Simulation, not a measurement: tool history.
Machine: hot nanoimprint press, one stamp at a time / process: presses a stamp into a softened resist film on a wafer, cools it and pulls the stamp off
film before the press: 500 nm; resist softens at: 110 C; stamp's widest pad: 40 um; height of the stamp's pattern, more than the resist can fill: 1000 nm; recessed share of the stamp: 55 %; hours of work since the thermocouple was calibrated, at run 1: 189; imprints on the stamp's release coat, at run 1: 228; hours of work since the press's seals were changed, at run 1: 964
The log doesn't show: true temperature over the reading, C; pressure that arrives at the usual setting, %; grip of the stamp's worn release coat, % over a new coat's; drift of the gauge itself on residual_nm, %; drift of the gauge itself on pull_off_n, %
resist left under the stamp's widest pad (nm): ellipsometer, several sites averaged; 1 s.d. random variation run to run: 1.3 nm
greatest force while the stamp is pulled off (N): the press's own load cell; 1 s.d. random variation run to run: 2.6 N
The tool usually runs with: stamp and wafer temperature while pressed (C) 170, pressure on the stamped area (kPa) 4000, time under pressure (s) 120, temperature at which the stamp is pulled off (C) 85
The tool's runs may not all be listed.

run	hour	stamp and wafer temperature while pressed (C)	pressure on the stamped area (kPa)	time under pressure (s)	temperature at which the stamp is pulled off (C)	hours of work since the thermocouple was calibrated	imprints on the stamp's release coat	hours of work since the press's seals were changed	resist left under the stamp's widest pad (nm)	greatest force while the stamp is pulled off (N)
1	0.0	170	4000	120	85	189	228	964	195.3	119
2	75.6	170	5450	120	85	223	454	998	169.2	128
3	126.0	170	5450	120	85	245	605	1021	169.9	136
# hour 162.0: stamp cleaned and given a new release coat
4	172.7	170	4000	120	91	264	32	1039	191.7	99
5	231.9	170	4000	120	91	290	209	1065	191.1	103
6	274.8	170	4000	163	85	309	337	1085	169.9	121
7	307.3	170	4000	163	85	324	435	1099	166.8	130
8	365.5	170	4000	163	85	350	608	1125	165.3	133
# hour 402.0: stamp cleaned and given a new release coat
9	416.8	170	4000	163	85	370	44	1145	167.7	118
10	458.1	170	4000	163	85	389	167	1164	166.6	117
11	495.0	170	4000	163	85	405	278	1180	167.5	123
12	527.2	170	4000	120	85	419	374	1195	188.8	124
13	597.2	170	4000	120	85	451	583	1226	186.4	131
14	629.7	174	4000	120	85	465	680	1241	162.2	129
# hour 646.0: stamp cleaned and given a new release coat
15	690.0	170	4000	120	85	490	132	1265	187.1	115
16	729.1	179	5590	120	93	507	248	1282	117.7	92
# hour 746.2: plate thermocouple calibrated
# hour 793.5: press's hydraulic seals changed and the load cell set to zero
17	806.7	179	5590	120	93	23	447	6	119.8	104
18	852.2	179	5590	120	93	44	583	26	119.3	106
19	885.8	179	5590	120	93	59	684	41	117.2	110
# hour 897.7: stamp cleaned and given a new release coat
20	953.9	179	5590	120	93	87	169	69	119.0	97
21	1013.1	179	5590	120	93	113	345	95	118.0	102
22	1079.1	168	3550	117	90	143	543	125	218.5	114
# hour 1139.0: stamp cleaned and given a new release coat
23	1161.4	170	4000	82	71	177	67	159	225.4	160
24	1210.9	170	2640	80	84	199	215	181	263.5	122
25	1280.0	166	4970	120	77	230	421	212	201.5	155
26	1320.4	171	4970	120	77	248	542	230	164.0	166
# hour 1378.3: stamp cleaned and given a new release coat
27	1401.4	174	6280	170	73	281	69	264	113.4	155
28	1459.8	174	6280	170	73	307	244	290	113.0	162
29	1503.6	170	2520	120	78	327	375	309	227.9	152
30	1577.0	170	2520	120	78	360	594	342	228.8	157

Forecast each of these 3 alternatives for the next run:
# hour 1615.9: stamp cleaned and given a new release coat
A	1615.9	159	2520	120	89	374	0	357	?	?
# hour 1615.9: stamp cleaned and given a new release coat
B	1615.9	169	2520	120	78	374	0	357	?	?
# hour 1615.9: stamp cleaned and given a new release coat
C	1615.9	170	2520	65	80	374	0	357	?	?

run	resist left under the stamp's widest pad (nm)	greatest force while the stamp is pulled off (N)
A	326.7	101
B	233.4	133
C	285.7	130
Without the tool's unlogged condition, the same runs would have read:
run	resist left under the stamp's widest pad (nm)	greatest force while the stamp is pulled off (N)
A	342.2	106
B	246.0	138
C	298.8	136

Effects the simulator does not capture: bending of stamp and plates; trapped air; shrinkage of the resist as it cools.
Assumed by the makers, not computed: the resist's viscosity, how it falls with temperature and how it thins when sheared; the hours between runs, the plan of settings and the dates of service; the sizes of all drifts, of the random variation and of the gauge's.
